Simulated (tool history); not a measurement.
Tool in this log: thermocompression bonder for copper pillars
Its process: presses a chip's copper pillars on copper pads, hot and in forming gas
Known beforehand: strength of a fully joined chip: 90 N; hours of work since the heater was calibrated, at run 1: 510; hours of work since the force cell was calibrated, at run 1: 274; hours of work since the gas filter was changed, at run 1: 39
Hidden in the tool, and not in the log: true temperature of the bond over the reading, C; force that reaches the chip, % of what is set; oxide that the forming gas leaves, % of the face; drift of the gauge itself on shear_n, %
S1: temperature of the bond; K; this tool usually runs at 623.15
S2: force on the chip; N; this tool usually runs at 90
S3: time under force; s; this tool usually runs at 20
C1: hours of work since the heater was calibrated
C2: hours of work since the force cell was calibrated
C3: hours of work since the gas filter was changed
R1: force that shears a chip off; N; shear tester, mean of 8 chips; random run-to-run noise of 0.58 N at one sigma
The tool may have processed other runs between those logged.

{"run": 1, "day": 0.0, "S1": 623.15, "S2": 90, "S3": 20, "C1": 510, "C2": 274, "C3": 39, "R1": 43.9}
{"run": 2, "day": 1.358, "S1": 623.15, "S2": 90, "S3": 20, "C1": 535, "C2": 299, "C3": 64, "R1": 42.4}
{"run": 3, "day": 2.458, "S1": 623.15, "S2": 90, "S3": 20, "C1": 556, "C2": 320, "C3": 85, "R1": 41.3}
{"run": 4, "day": 3.862, "S1": 623.15, "S2": 90, "S3": 20, "C1": 582, "C2": 346, "C3": 111, "R1": 42.5}
{"run": 5, "day": 4.554, "S1": 623.15, "S2": 69, "S3": 20, "C1": 595, "C2": 359, "C3": 124, "R1": 33.5}
{"run": 6, "day": 5.296, "S1": 623.15, "S2": 85, "S3": 20, "C1": 609, "C2": 373, "C3": 138, "R1": 38.8}
{"day": 5.5, "done": "forming gas filter changed"}
{"run": 7, "day": 6.533, "S1": 623.15, "S2": 85, "S3": 20, "C1": 631, "C2": 396, "C3": 19, "R1": 42.5}
{"run": 8, "day": 7.433, "S1": 623.15, "S2": 85, "S3": 20, "C1": 648, "C2": 413, "C3": 36, "R1": 42.5}
{"run": 9, "day": 8.167, "S1": 623.15, "S2": 85, "S3": 20, "C1": 662, "C2": 426, "C3": 50, "R1": 42}
{"run": 10, "day": 9.588, "S1": 623.15, "S2": 61, "S3": 20, "C1": 689, "C2": 453, "C3": 76, "R1": 31}
{"run": 11, "day": 10.846, "S1": 606.15, "S2": 61, "S3": 20, "C1": 712, "C2": 477, "C3": 100, "R1": 25.9}
{"run": 12, "day": 12.008, "S1": 623.15, "S2": 90, "S3": 20, "C1": 734, "C2": 498, "C3": 122, "R1": 41.4}
{"day": 13.075, "done": "forming gas filter changed"}
{"run": 13, "day": 13.433, "S1": 623.15, "S2": 90, "S3": 20, "C1": 760, "C2": 525, "C3": 7, "R1": 43.8}
{"run": 14, "day": 14.921, "S1": 623.15, "S2": 70, "S3": 20, "C1": 788, "C2": 552, "C3": 35, "R1": 35.5}
{"run": 15, "day": 15.688, "S1": 623.15, "S2": 63, "S3": 20, "C1": 802, "C2": 567, "C3": 49, "R1": 32.9}
{"run": 16, "day": 16.679, "S1": 623.15, "S2": 63, "S3": 20, "C1": 821, "C2": 585, "C3": 68, "R1": 32}
{"run": 17, "day": 18.058, "S1": 623.15, "S2": 63, "S3": 20, "C1": 847, "C2": 611, "C3": 93, "R1": 31.4}
{"run": 18, "day": 19.446, "S1": 623.15, "S2": 63, "S3": 20, "C1": 873, "C2": 637, "C3": 119, "R1": 30.8}
{"run": 19, "day": 20.162, "S1": 623.15, "S2": 90, "S3": 20, "C1": 886, "C2": 651, "C3": 133, "R1": 40.1}
{"day": 20.746, "done": "forming gas filter changed"}
{"run": 20, "day": 21.021, "S1": 623.15, "S2": 90, "S3": 20, "C1": 902, "C2": 666, "C3": 5, "R1": 44.1}
{"run": 21, "day": 22.404, "S1": 636.15, "S2": 90, "S3": 29, "C1": 928, "C2": 692, "C3": 31, "R1": 52.5}
{"run": 22, "day": 23.662, "S1": 625.15, "S2": 90, "S3": 29, "C1": 951, "C2": 716, "C3": 55, "R1": 48.1}
{"run": 23, "day": 24.842, "S1": 625.15, "S2": 57, "S3": 28, "C1": 973, "C2": 738, "C3": 77, "R1": 33.6}
{"run": 24, "day": 25.75, "S1": 623.15, "S2": 58, "S3": 10, "C1": 990, "C2": 755, "C3": 94, "R1": 21.9}
{"run": 25, "day": 26.725, "S1": 621.15, "S2": 87, "S3": 10, "C1": 1009, "C2": 773, "C3": 112, "R1": 30.2}
{"run": 26, "day": 27.442, "S1": 625.15, "S2": 99, "S3": 10, "C1": 1022, "C2": 786, "C3": 125, "R1": 34.9}
{"run": 27, "day": 28.096, "S1": 630.15, "S2": 91, "S3": 20, "C1": 1034, "C2": 799, "C3": 138, "R1": 43}
{"day": 28.371, "done": "forming gas filter changed"}
{"run": 28, "day": 28.929, "S1": 623.15, "S2": 89, "S3": 39, "C1": 1049, "C2": 814, "C3": 10, "R1": 54.6}
{"run": 29, "day": 29.675, "S1": 634.15, "S2": 90, "S3": 27, "C1": 1063, "C2": 828, "C3": 24, "R1": 50.6}
{"run": 30, "day": 30.729, "S1": 653.15, "S2": 85, "S3": 20, "C1": 1083, "C2": 848, "C3": 44, "R1": 48.8}
{"run": 31, "day": 31.575, "S1": 653.15, "S2": 85, "S3": 20, "C1": 1099, "C2": 863, "C3": 60, "R1": 48.5}
{"run": 32, "day": 32.388, "S1": 653.15, "S2": 85, "S3": 20, "C1": 1114, "C2": 879, "C3": 75, "R1": 47.7}
{"run": 33, "day": 33.625, "S1": 615.15, "S2": 85, "S3": 20, "C1": 1137, "C2": 902, "C3": 98, "R1": 36.5}
{"run": 34, "day": 34.758, "S1": 620.15, "S2": 62, "S3": 20, "C1": 1159, "C2": 923, "C3": 120, "R1": 29.7}
{"run": 35, "day": 35.562, "S1": 623.15, "S2": 57, "S3": 20, "C1": 1174, "C2": 938, "C3": 135, "R1": 27.1}
{"day": 35.954, "done": "forming gas filter changed"}
{"run": 36, "day": 36.992, "S1": 623.15, "S2": 57, "S3": 20, "C1": 1200, "C2": 964, "C3": 19, "R1": 30.2}
{"run": 37, "day": 37.888, "S1": 597.15, "S2": 89, "S3": 44, "C1": 1217, "C2": 981, "C3": 36, "R1": 46.6}
{"run": 38, "day": 39.367, "S1": 650.15, "S2": 90, "S3": 20, "C1": 1244, "C2": 1009, "C3": 64, "R1": 48.8}
{"run": 39, "day": 40.125, "S1": 625.15, "S2": 63, "S3": 38, "C1": 1259, "C2": 1023, "C3": 78, "R1": 40.1}

Here are 5 independent what-if runs from the current tool condition. What would each one return?
{"run": "A", "day": 41.517, "S1": 593.15, "S2": 119, "S3": 32, "C1": 1285, "C2": 1049, "C3": 104, "R1": "?"}
{"run": "B", "day": 41.517, "S1": 639.15, "S2": 88, "S3": 20, "C1": 1285, "C2": 1049, "C3": 104, "R1": "?"}
{"run": "C", "day": 41.517, "S1": 616.15, "S2": 109, "S3": 31, "C1": 1285, "C2": 1049, "C3": 104, "R1": "?"}
{"run": "D", "day": 41.517, "S1": 598.15, "S2": 68, "S3": 10, "C1": 1285, "C2": 1049, "C3": 104, "R1": "?"}
{"run": "E", "day": 41.517, "S1": 623.15, "S2": 90, "S3": 18, "C1": 1285, "C2": 1049, "C3": 104, "R1": "?"}

run=A R1=47
run=B R1=43.5
run=C R1=51.6
run=D R1=20.1
run=E R1=39.6
Without the tool's unlogged condition, the same runs would have read:
run=A R1=52.6
run=B R1=48.7
run=C R1=57.5
run=D R1=22.8
run=E R1=44.4

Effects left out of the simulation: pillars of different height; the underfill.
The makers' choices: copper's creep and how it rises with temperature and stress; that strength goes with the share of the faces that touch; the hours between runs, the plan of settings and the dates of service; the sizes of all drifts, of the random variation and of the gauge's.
